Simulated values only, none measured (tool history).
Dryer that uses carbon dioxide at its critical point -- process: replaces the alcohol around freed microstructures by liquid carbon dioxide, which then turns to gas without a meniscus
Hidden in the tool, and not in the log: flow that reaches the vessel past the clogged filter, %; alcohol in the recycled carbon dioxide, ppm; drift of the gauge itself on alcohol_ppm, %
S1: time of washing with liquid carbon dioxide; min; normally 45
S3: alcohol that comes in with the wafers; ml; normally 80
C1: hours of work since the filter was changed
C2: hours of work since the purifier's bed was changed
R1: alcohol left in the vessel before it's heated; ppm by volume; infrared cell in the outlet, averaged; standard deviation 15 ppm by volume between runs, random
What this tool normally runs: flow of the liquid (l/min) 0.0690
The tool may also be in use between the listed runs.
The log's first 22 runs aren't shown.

run 23 hour=526.1 | S1=45 flow_of_the_liquid_(l/min)=0.0487 S3=35 | C1=435 C2=379 | R1=2346
run 24 hour=555.2 | S1=45 flow_of_the_liquid_(l/min)=0.0690 S3=27 | C1=448 C2=392 | R1=499
run 25 hour=585.8 | S1=45 flow_of_the_liquid_(l/min)=0.0532 S3=48 | C1=461 C2=406 | R1=2338
run 26 hour=601.8 | S1=45 flow_of_the_liquid_(l/min)=0.0532 S3=48 | C1=469 C2=413 | R1=2309
run 27 hour=631.8 | S1=45 flow_of_the_liquid_(l/min)=0.0532 S3=48 | C1=482 C2=427 | R1=2361
run 28 hour=647.4 | S1=64 flow_of_the_liquid_(l/min)=0.0847 S3=30 | C1=489 C2=434 | R1=106
-- hour=652.4 inlet filter changed
run 29 hour=663.2 | S1=64 flow_of_the_liquid_(l/min)=0.0847 S3=30 | C1=5 C2=440 | R1=111
run 30 hour=687.1 | S1=27 flow_of_the_liquid_(l/min)=0.1007 S3=111 | C1=16 C2=451 | R1=2678
run 31 hour=705.2 | S1=44 flow_of_the_liquid_(l/min)=0.1007 S3=48 | C1=24 C2=459 | R1=172
run 32 hour=732.4 | S1=44 flow_of_the_liquid_(l/min)=0.1007 S3=48 | C1=36 C2=471 | R1=170
run 33 hour=756.1 | S1=44 flow_of_the_liquid_(l/min)=0.1007 S3=48 | C1=46 C2=482 | R1=177
run 34 hour=781.8 | S1=44 flow_of_the_liquid_(l/min)=0.1007 S3=86 | C1=58 C2=494 | R1=230
run 35 hour=804.8 | S1=35 flow_of_the_liquid_(l/min)=0.0594 S3=85 | C1=68 C2=504 | R1=5741
run 36 hour=821.5 | S1=32 flow_of_the_liquid_(l/min)=0.0676 S3=60 | C1=76 C2=511 | R1=3638
run 37 hour=842.9 | S1=34 flow_of_the_liquid_(l/min)=0.0810 S3=23 | C1=85 C2=521 | R1=617
run 38 hour=870.3 | S1=34 flow_of_the_liquid_(l/min)=0.0810 S3=23 | C1=98 C2=533 | R1=618
run 39 hour=888.4 | S1=45 flow_of_the_liquid_(l/min)=0.0556 S3=34 | C1=106 C2=541 | R1=1260
run 40 hour=909.9 | S1=41 flow_of_the_liquid_(l/min)=0.0610 S3=110 | C1=115 C2=551 | R1=3851
run 41 hour=924.2 | S1=30 flow_of_the_liquid_(l/min)=0.0610 S3=110 | C1=122 C2=557 | R1=11593
run 42 hour=955.0 | S1=30 flow_of_the_liquid_(l/min)=0.0610 S3=110 | C1=136 C2=571 | R1=11392
run 43 hour=984.6 | S1=45 flow_of_the_liquid_(l/min)=0.0745 S3=44 | C1=149 C2=585 | R1=499
run 44 hour=1005.4 | S1=39 flow_of_the_liquid_(l/min)=0.0690 S3=90 | C1=158 C2=594 | R1=2392
run 45 hour=1023.8 | S1=39 flow_of_the_liquid_(l/min)=0.0690 S3=90 | C1=167 C2=602 | R1=2452
run 46 hour=1049.0 | S1=40 flow_of_the_liquid_(l/min)=0.0690 S3=95 | C1=178 C2=613 | R1=2350

Alternative continuations, all from the tool just after run 46; predict every row:
run A hour=1061.7 | S1=54 flow_of_the_liquid_(l/min)=0.0690 S3=89 | C1=183 C2=619 | R1=?
run B hour=1061.7 | S1=40 flow_of_the_liquid_(l/min)=0.0838 S3=30 | C1=183 C2=619 | R1=?
run C hour=1061.7 | S1=49 flow_of_the_liquid_(l/min)=0.0491 S3=80 | C1=183 C2=619 | R1=?
run D hour=1061.7 | S1=52 flow_of_the_liquid_(l/min)=0.0749 S3=51 | C1=183 C2=619 | R1=?
run E hour=1061.7 | S1=44 flow_of_the_liquid_(l/min)=0.0690 S3=36 | C1=183 C2=619 | R1=?

run=A R1=589
run=B R1=412
run=C R1=3409
run=D R1=329
run=E R1=677
With the hidden condition removed and each run's random variation left untouched, the same runs would have given:
run=A R1=380
run=B R1=243
run=C R1=2903
run=D R1=168
run=E R1=470
